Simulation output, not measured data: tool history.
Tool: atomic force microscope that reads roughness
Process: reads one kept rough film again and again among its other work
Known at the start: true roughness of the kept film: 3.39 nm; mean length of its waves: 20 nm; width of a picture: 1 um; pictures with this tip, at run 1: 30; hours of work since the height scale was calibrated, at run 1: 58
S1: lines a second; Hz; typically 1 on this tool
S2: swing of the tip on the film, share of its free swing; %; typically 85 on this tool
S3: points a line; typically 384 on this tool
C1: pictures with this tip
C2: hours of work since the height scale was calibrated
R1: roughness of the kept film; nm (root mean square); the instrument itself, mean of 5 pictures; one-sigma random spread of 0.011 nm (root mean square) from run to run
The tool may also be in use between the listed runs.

run,hour,S1,S2,S3,C1,C2,R1
1,0,1,85,384,30,58,2.547
2,7.7,1,85,384,40,62,2.541
3,18.2,1,85,384,53,67,2.55
4,30.2,1,85,384,68,72,2.552
5,37.8,1,57,384,78,76,2.672
6,44.3,1,57,384,86,79,2.669
7,55.7,1,57,384,100,84,2.662
8,61,1,85,384,107,87,2.542
# hour 67.9: new tip fitted
9,69.9,1,85,384,2,91,2.544
10,80.2,1,85,384,15,95,2.552
11,88.6,1,85,384,26,99,2.563
12,101.8,1,85,384,42,106,2.537
13,111.7,1,85,384,55,110,2.53
14,123.7,1,85,384,70,116,2.517
15,134.8,1,85,384,84,121,2.538
16,147.8,1,85,384,100,127,2.508
17,156.4,1,85,384,111,131,2.511
# hour 160.3: new tip fitted
18,162.3,1,85,384,3,134,2.533
19,169.2,1,85,384,11,137,2.545
20,177.8,1,85,384,22,141,2.551
21,188.3,1,85,384,35,146,2.544
22,197.3,1,85,384,47,150,2.552
23,208.7,1,85,384,61,155,2.52
24,219.7,1,85,384,75,160,2.545
25,230.1,1,85,632,88,165,2.568
26,240.5,1,85,581,101,170,2.553
# hour 252.5: new tip fitted
27,252.5,0.6,90,411,0,176,2.59
28,258.6,1,72,384,8,178,2.62
29,264.3,1,72,384,15,181,2.633
30,272.8,1,72,384,26,185,2.632
31,279.8,1.18,59,836,34,188,2.704
32,286.6,1.6,78,345,43,191,2.485
33,297.1,3.54,72,984,56,196,2.448
34,307.9,3.54,72,984,70,201,2.472
35,321,2.26,72,855,86,208,2.511
36,331.2,2.26,72,855,99,212,2.554
37,341.1,1,64,490,111,217,2.645
# hour 344.4: new tip fitted
38,350.9,1,64,490,8,221,2.644
39,363.5,1.68,63,257,24,227,2.573
40,370.6,1.79,63,844,33,230,2.659
41,380.2,1,62,384,45,235,2.634
42,387.1,1,62,384,53,238,2.637
43,400.2,1,85,348,70,244,2.544
44,411.9,1,85,334,84,250,2.522
45,419.1,1,86,292,93,253,2.497
46,430.4,1.17,64,329,108,258,2.611
# hour 436.9: new tip fitted
47,437.5,0.89,57,384,1,261,2.675
48,447.4,2.97,56,723,13,266,2.638

A few steps of R1 between consecutive runs. Split each: what settings, incoming material and random variation would produce without the hidden state, and what is left over for the hidden state, along with gauge scatter present in only one of the two compared results (measured, and without hidden state):
The hidden state here: radius of the tip, nm; height scale over the true one, %; drift of the gauge itself on roughness_nm, %.
Run 4 -> 5: S2 85 -> 57. R1 +0.12 nm (root mean square): hidden state -0.002, all else +0.122.
Run 7 -> 8: S2 57 -> 85. R1 -0.12 nm (root mean square): hidden state -0.001, all else -0.119.
Run 8 -> 9: new tip fitted. R1 +0.002 nm (root mean square): hidden state +0.013, all else -0.011.
Run 31 -> 32: S1 1.18 -> 1.6, S2 59 -> 78, S3 836 -> 345. R1 -0.219 nm (root mean square): hidden state +0, all else -0.219.
Run 37 -> 38: new tip fitted. R1 -0.001 nm (root mean square): hidden state +0.013, all else -0.014.
Run 46 -> 47: S1 1.17 -> 0.89, S2 64 -> 57, S3 329 -> 384, new tip fitted. R1 +0.064 nm (root mean square): hidden state +0.013, all else +0.051.
